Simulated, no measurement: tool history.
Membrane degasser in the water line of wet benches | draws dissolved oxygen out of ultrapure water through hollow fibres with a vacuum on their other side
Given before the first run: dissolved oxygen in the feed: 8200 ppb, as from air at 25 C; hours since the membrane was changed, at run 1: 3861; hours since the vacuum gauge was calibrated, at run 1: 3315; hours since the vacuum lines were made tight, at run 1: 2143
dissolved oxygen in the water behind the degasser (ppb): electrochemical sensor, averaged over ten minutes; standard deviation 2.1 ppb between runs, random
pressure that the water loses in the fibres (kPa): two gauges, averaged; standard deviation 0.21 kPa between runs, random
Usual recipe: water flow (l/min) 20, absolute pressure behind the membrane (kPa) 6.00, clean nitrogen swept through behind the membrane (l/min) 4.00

| run | hour | water flow (l/min) | absolute pressure behind the membrane (kPa) | clean nitrogen swept through behind the membrane (l/min) | hours since the membrane was changed | hours since the vacuum gauge was calibrated | hours since the vacuum lines were made tight | dissolved oxygen in the water behind the degasser (ppb) | pressure that the water loses in the fibres (kPa) |
|---|---|---|---|---|---|---|---|---|---|
| 1 | 0.0 | 20 | 6.00 | 4.00 | 3861 | 3315 | 2143 | 208.3 | 51.30 |
| 2 | 146.8 | 20 | 6.00 | 4.00 | 4007 | 3462 | 2290 | 208.7 | 51.43 |
| 3 | 408.5 | 20 | 6.00 | 4.00 | 4269 | 3724 | 2552 | 208.6 | 51.06 |
| 4 | 579.0 | 20 | 6.00 | 4.00 | 4440 | 3894 | 2722 | 211.3 | 51.19 |
| 5 | 836.8 | 13 | 6.00 | 4.00 | 4698 | 4152 | 2980 | 81.8 | 33.46 |
| 6 | 1102.5 | 20 | 6.00 | 4.00 | 4963 | 4418 | 3246 | 212.6 | 51.76 |
| 7 | 1381.7 | 20 | 6.00 | 4.00 | 5242 | 4697 | 3525 | 209.9 | 51.42 |
| 8 | 1536.5 | 20 | 6.00 | 4.00 | 5397 | 4852 | 3680 | 208.1 | 51.36 |
| 9 | 1835.1 | 20 | 5.12 | 4.00 | 5696 | 5150 | 3978 | 197.5 | 50.87 |
| 10 | 2100.0 | 20 | 5.12 | 4.00 | 5961 | 5415 | 4243 | 201.7 | 51.72 |
| 11 | 2353.2 | 18 | 6.00 | 4.00 | 6214 | 5668 | 4496 | 167.2 | 45.88 |
| 12 | 2654.5 | 20 | 4.63 | 4.00 | 6515 | 5970 | 4798 | 193.2 | 51.43 |
|  | 2704.4 | vacuum gauge calibrated |
| 13 | 2845.9 | 20 | 6.00 | 8.62 | 6706 | 141 | 4988 | 192.0 | 51.06 |
| 14 | 3068.4 | 20 | 6.00 | 8.62 | 6929 | 364 | 5211 | 194.4 | 51.00 |
| 15 | 3351.7 | 13 | 6.00 | 4.00 | 7212 | 647 | 5494 | 85.1 | 33.43 |
| 16 | 3483.1 | 13 | 6.00 | 4.00 | 7343 | 779 | 5626 | 83.0 | 33.03 |
| 17 | 3786.0 | 13 | 6.00 | 4.00 | 7646 | 1082 | 5929 | 83.4 | 33.44 |
| 18 | 4016.2 | 13 | 6.00 | 4.00 | 7876 | 1312 | 6159 | 84.9 | 33.44 |
| 19 | 4164.4 | 15 | 9.21 | 8.74 | 8025 | 1460 | 6307 | 115.5 | 37.98 |
| 20 | 4378.9 | 24 | 14.73 | 2.90 | 8239 | 1674 | 6521 | 464.2 | 61.70 |
| 21 | 4519.5 | 24 | 14.73 | 2.90 | 8380 | 1815 | 6662 | 470.2 | 61.70 |
|  | 4671.3 | seals of the vacuum lines changed |
| 22 | 4810.6 | 24 | 14.73 | 2.90 | 8669 | 2104 | 139 | 468.6 | 61.24 |
| 23 | 5069.0 | 24 | 14.73 | 2.90 | 8927 | 2363 | 398 | 469.7 | 61.86 |
| 24 | 5284.8 | 24 | 14.73 | 2.90 | 9143 | 2578 | 614 | 467.2 | 61.59 |
| 25 | 5507.3 | 20 | 14.49 | 2.76 | 9366 | 2801 | 836 | 364.9 | 51.12 |

What will run 26 give?
| 26 | 5660.2 | 26 | 3.71 | 5.23 | 9518 | 2954 | 989 | ? | ? |

{"run 26": {"dissolved oxygen in the water behind the degasser (ppb)": 307.6, "pressure that the water loses in the fibres (kPa)": 67.1}}
Were there no unlogged condition in the tool, this run, its random variation unchanged, would have produced dissolved oxygen in the water behind the degasser (ppb) 306.5, pressure that the water loses in the fibres (kPa) 67.04.
